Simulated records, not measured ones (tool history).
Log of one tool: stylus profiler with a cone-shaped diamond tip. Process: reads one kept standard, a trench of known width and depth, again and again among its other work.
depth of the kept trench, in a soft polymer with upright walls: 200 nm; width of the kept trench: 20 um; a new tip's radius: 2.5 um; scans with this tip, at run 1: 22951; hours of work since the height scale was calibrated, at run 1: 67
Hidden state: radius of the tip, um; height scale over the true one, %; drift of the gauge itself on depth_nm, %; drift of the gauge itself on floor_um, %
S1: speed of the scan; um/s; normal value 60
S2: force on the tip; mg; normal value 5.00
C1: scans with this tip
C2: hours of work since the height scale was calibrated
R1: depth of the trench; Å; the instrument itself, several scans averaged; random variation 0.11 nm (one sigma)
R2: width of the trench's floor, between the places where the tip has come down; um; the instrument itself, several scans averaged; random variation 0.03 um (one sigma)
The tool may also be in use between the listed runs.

run	hour	S1	S2	C1	C2	R1	R2
1	0.0	60	5.00	22951	67	2049.5	16.71
2	81.7	60	5.00	23473	130	2048.5	16.65
3	127.9	60	5.00	23768	166	2050.5	16.64
4	184.6	60	5.00	24130	209	2049.4	16.64
5	261.1	60	1.72	24619	268	2026.8	16.55
6	342.7	60	11.01	25140	332	2085.9	16.63
7	395.9	61	5.00	25480	373	2051.7	16.55
8	434.0	60	5.00	25723	402	2051.2	16.53
9	502.2	60	5.61	26159	455	2056.1	16.57
10	568.6	60	5.61	26584	506	2056.2	16.55
11	644.0	90	5.13	27065	564	2052.9	16.38
# hour 703.0: new tip fitted, height scale calibrated
12	735.4	94	5.00	207	25	2050.1	17.78
13	806.9	133	8.33	664	80	2070.6	17.75
14	893.0	133	8.33	1214	147	2069.5	17.72

The next listed run, before its measurement:
15	982.5	131	11.61	1785	216	?	?

R1: 2088.2 Å
R2: 17.68 um
Without the tool's hidden state the same run would have given R1 2086.7 Å, R2 17.81 um.

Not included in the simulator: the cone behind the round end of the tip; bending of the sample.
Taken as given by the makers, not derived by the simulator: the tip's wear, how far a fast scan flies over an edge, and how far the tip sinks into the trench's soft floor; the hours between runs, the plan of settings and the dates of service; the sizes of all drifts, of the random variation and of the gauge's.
